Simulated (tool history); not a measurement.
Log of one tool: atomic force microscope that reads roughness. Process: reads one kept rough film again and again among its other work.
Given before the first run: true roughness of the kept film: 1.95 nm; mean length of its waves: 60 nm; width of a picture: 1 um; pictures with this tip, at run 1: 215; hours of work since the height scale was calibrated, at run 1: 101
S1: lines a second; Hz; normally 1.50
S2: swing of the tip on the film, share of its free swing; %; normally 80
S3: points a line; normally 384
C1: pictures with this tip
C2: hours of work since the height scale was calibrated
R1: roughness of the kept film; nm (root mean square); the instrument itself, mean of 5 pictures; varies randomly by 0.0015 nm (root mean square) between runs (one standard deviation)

run	hour	S1	S2	S3	C1	C2	R1
1	0.0	1.50	80	384	215	101	1.793
2	8.5	1.50	80	384	234	107	1.789
# hour 12.3: new tip fitted
3	13.5	1.50	80	909	3	110	1.827
4	18.4	1.50	80	909	13	113	1.830
5	26.9	1.50	80	909	32	119	1.821
6	36.7	1.50	80	384	53	125	1.817
7	40.9	1.50	80	384	62	128	1.818
8	48.3	1.50	80	717	78	133	1.818
9	57.8	1.50	80	717	99	139	1.815
10	64.1	1.50	80	384	113	143	1.808
11	70.5	1.50	80	384	127	147	1.809
12	77.6	1.50	64	384	142	152	1.864
13	84.9	1.50	64	384	158	157	1.865
14	91.3	1.50	77	384	172	161	1.815
15	95.6	2.94	80	384	182	164	1.716
16	104.6	2.94	80	384	201	170	1.712
17	110.5	1.50	59	384	214	174	1.866
18	116.3	1.50	59	384	227	177	1.866
19	120.8	1.50	59	427	237	180	1.865
# hour 123.7: new tip fitted
20	129.1	2.49	59	427	12	185	1.873
21	134.5	2.49	59	427	23	189	1.872
22	139.4	0.51	80	384	34	192	1.885
23	143.7	1.50	80	384	44	195	1.822
24	148.7	1.50	80	384	55	198	1.817
25	155.8	0.96	80	384	70	203	1.850
26	165.3	0.96	80	384	91	209	1.849
27	173.5	0.96	80	384	109	214	1.843
28	183.6	0.77	80	384	131	221	1.854
29	192.4	1.78	80	384	150	227	1.786
30	199.1	1.29	71	506	165	231	1.852
31	203.7	1.29	71	506	175	234	1.851
32	212.4	1.50	71	307	194	240	1.839
33	218.3	1.50	80	570	206	244	1.801
34	223.3	0.65	75	712	217	247	1.863
35	228.9	3.11	75	660	230	251	1.746
# hour 234.5: new tip fitted
36	234.5	1.42	75	384	0	254	1.852
37	243.3	1.42	75	384	19	260	1.853
38	247.7	2.50	87	438	29	263	1.704
39	257.7	2.50	87	438	50	269	1.702
40	266.9	1.75	66	384	70	275	1.862
41	275.0	1.75	66	384	88	281	1.861
42	280.8	1.75	61	835	101	284	1.878
43	289.1	0.55	61	287	119	290	1.898
44	296.0	0.55	61	287	134	294	1.894
45	302.7	1.78	72	506	149	299	1.831
46	306.8	0.95	90	294	158	301	1.804
47	316.2	0.95	74	714	178	308	1.860
48	326.1	0.95	74	714	200	314	1.855
49	332.5	0.95	74	714	214	318	1.857
50	339.8	0.95	74	714	230	323	1.851
# hour 345.4: new tip fitted
51	348.8	0.95	74	550	7	329	1.879
52	354.2	1.50	69	687	19	332	1.872
53	362.4	1.12	57	267	37	337	1.900

Had the tool no unlogged condition, and each run kept its random variation, what would the results have been?
Unlogged tool condition in this case: radius of the tip, nm; height scale over the true one, %; drift of the gauge itself on roughness_nm, %.
run	R1
1	1.824
2	1.823
3	1.827
4	1.831
5	1.825
6	1.824
7	1.825
8	1.827
9	1.827
10	1.822
11	1.825
12	1.882
13	1.885
14	1.836
15	1.738
16	1.736
17	1.894
18	1.895
19	1.896
20	1.873
21	1.874
22	1.888
23	1.826
24	1.823
25	1.857
26	1.859
27	1.856
28	1.870
29	1.804
30	1.873
31	1.873
32	1.863
33	1.826
34	1.891
35	1.774
36	1.849
37	1.852
38	1.704
39	1.705
40	1.868
41	1.869
42	1.888
43	1.911
44	1.908
45	1.847
46	1.821
47	1.880
48	1.878
49	1.882
50	1.878
51	1.876
52	1.870
53	1.901
